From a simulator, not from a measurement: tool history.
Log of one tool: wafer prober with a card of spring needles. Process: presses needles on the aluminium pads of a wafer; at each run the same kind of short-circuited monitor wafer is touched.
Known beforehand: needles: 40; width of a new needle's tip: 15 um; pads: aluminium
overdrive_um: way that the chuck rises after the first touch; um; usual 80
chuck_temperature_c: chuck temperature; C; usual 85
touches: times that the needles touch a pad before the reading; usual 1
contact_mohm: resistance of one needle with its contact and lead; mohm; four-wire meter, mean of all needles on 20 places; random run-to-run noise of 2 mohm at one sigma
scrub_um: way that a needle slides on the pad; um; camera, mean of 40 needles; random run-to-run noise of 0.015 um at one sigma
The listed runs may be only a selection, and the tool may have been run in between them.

{"run": 1, "day": 0.0, "overdrive_um": 80, "chuck_temperature_c": 85, "touches": 1, "contact_mohm": 216, "scrub_um": 15.27}
{"run": 2, "day": 0.621, "overdrive_um": 80, "chuck_temperature_c": 85, "touches": 1, "contact_mohm": 221, "scrub_um": 15.28}
{"day": 0.838, "done": "tips cleaned on abrasive film"}
{"run": 3, "day": 1.871, "overdrive_um": 80, "chuck_temperature_c": 85, "touches": 1, "contact_mohm": 217, "scrub_um": 15.25}
{"day": 2.075, "done": "tips cleaned on abrasive film"}
{"run": 4, "day": 2.883, "overdrive_um": 80, "chuck_temperature_c": 65, "touches": 1, "contact_mohm": 212, "scrub_um": 15.27}
{"day": 3.3, "done": "tips cleaned on abrasive film"}
{"run": 5, "day": 4.108, "overdrive_um": 80, "chuck_temperature_c": 65, "touches": 1, "contact_mohm": 214, "scrub_um": 15.27}
{"day": 4.538, "done": "tips cleaned on abrasive film"}
{"run": 6, "day": 5.6, "overdrive_um": 80, "chuck_temperature_c": 65, "touches": 1, "contact_mohm": 208, "scrub_um": 15.24}
{"day": 5.788, "done": "tips cleaned on abrasive film"}
{"day": 6.325, "done": "height of the first contact set anew"}
{"run": 7, "day": 6.796, "overdrive_um": 80, "chuck_temperature_c": 65, "touches": 1, "contact_mohm": 212, "scrub_um": 15.27}
{"day": 7.062, "done": "tips cleaned on abrasive film"}
{"run": 8, "day": 8.096, "overdrive_um": 80, "chuck_temperature_c": 85, "touches": 1, "contact_mohm": 216, "scrub_um": 15.26}
{"day": 8.3, "done": "tips cleaned on abrasive film"}
{"run": 9, "day": 9.254, "overdrive_um": 80, "chuck_temperature_c": 85, "touches": 1, "contact_mohm": 215, "scrub_um": 15.28}
{"day": 9.567, "done": "tips cleaned on abrasive film"}
{"run": 10, "day": 9.992, "overdrive_um": 80, "chuck_temperature_c": 113, "touches": 1, "contact_mohm": 221, "scrub_um": 15.24}
{"day": 10.846, "done": "tips cleaned on abrasive film"}
{"run": 11, "day": 10.904, "overdrive_um": 80, "chuck_temperature_c": 85, "touches": 1, "contact_mohm": 215, "scrub_um": 15.24}
{"run": 12, "day": 11.583, "overdrive_um": 80, "chuck_temperature_c": 85, "touches": 1, "contact_mohm": 217, "scrub_um": 15.26}
{"day": 12.096, "done": "tips cleaned on abrasive film"}
{"run": 13, "day": 12.921, "overdrive_um": 80, "chuck_temperature_c": 85, "touches": 1, "contact_mohm": 219, "scrub_um": 15.29}
{"day": 13.308, "done": "tips cleaned on abrasive film"}
{"run": 14, "day": 13.696, "overdrive_um": 80, "chuck_temperature_c": 85, "touches": 1, "contact_mohm": 217, "scrub_um": 15.28}
{"run": 15, "day": 14.45, "overdrive_um": 80, "chuck_temperature_c": 85, "touches": 1, "contact_mohm": 217, "scrub_um": 15.27}
{"day": 14.583, "done": "tips cleaned on abrasive film"}
{"run": 16, "day": 15.567, "overdrive_um": 80, "chuck_temperature_c": 50, "touches": 1, "contact_mohm": 212, "scrub_um": 15.27}
{"day": 15.788, "done": "tips cleaned on abrasive film"}
{"run": 17, "day": 16.621, "overdrive_um": 65, "chuck_temperature_c": 94, "touches": 2, "contact_mohm": 219, "scrub_um": 12.39}
{"day": 17.0, "done": "tips cleaned on abrasive film"}
{"run": 18, "day": 17.592, "overdrive_um": 91, "chuck_temperature_c": 72, "touches": 2, "contact_mohm": 210, "scrub_um": 17.37}
{"day": 18.233, "done": "tips cleaned on abrasive film"}
{"run": 19, "day": 18.233, "overdrive_um": 66, "chuck_temperature_c": 124, "touches": 3, "contact_mohm": 228, "scrub_um": 12.6}
{"run": 20, "day": 19.021, "overdrive_um": 66, "chuck_temperature_c": 52, "touches": 1, "contact_mohm": 210, "scrub_um": 12.57}
{"day": 19.525, "done": "tips cleaned on abrasive film"}
{"run": 21, "day": 19.779, "overdrive_um": 61, "chuck_temperature_c": 85, "touches": 1, "contact_mohm": 219, "scrub_um": 11.65}
{"run": 22, "day": 20.654, "overdrive_um": 61, "chuck_temperature_c": 85, "touches": 1, "contact_mohm": 220, "scrub_um": 11.65}
{"day": 20.762, "done": "tips cleaned on abrasive film"}
{"run": 23, "day": 21.358, "overdrive_um": 89, "chuck_temperature_c": 82, "touches": 1, "contact_mohm": 216, "scrub_um": 16.94}
{"day": 22.0, "done": "tips cleaned on abrasive film"}
{"run": 24, "day": 22.129, "overdrive_um": 81, "chuck_temperature_c": 79, "touches": 2, "contact_mohm": 215, "scrub_um": 15.46}
{"run": 25, "day": 23.121, "overdrive_um": 80, "chuck_temperature_c": 46, "touches": 2, "contact_mohm": 208, "scrub_um": 15.24}
{"day": 23.25, "done": "tips cleaned on abrasive film"}
{"run": 26, "day": 23.954, "overdrive_um": 84, "chuck_temperature_c": 86, "touches": 3, "contact_mohm": 215, "scrub_um": 16.02}

Predict each of these 3 candidate next runs independently; none follows another, all start after run 26:
{"day": 24.512, "done": "tips cleaned on abrasive film"}
{"run": "A", "day": 24.967, "overdrive_um": 81, "chuck_temperature_c": 38, "touches": 2, "contact_mohm": "?", "scrub_um": "?"}
{"day": 24.512, "done": "tips cleaned on abrasive film"}
{"run": "B", "day": 24.967, "overdrive_um": 86, "chuck_temperature_c": 73, "touches": 3, "contact_mohm": "?", "scrub_um": "?"}
{"day": 24.512, "done": "tips cleaned on abrasive film"}
{"run": "C", "day": 24.967, "overdrive_um": 80, "chuck_temperature_c": 34, "touches": 1, "contact_mohm": "?", "scrub_um": "?"}

run=A contact_mohm=202 scrub_um=15.46
run=B contact_mohm=209 scrub_um=16.38
run=C contact_mohm=204 scrub_um=15.26
The same runs, with their run-to-run variation unchanged, on a tool lacking any hidden condition would have given:
run=A contact_mohm=202 scrub_um=15.46
run=B contact_mohm=209 scrub_um=16.38
run=C contact_mohm=204 scrub_um=15.26

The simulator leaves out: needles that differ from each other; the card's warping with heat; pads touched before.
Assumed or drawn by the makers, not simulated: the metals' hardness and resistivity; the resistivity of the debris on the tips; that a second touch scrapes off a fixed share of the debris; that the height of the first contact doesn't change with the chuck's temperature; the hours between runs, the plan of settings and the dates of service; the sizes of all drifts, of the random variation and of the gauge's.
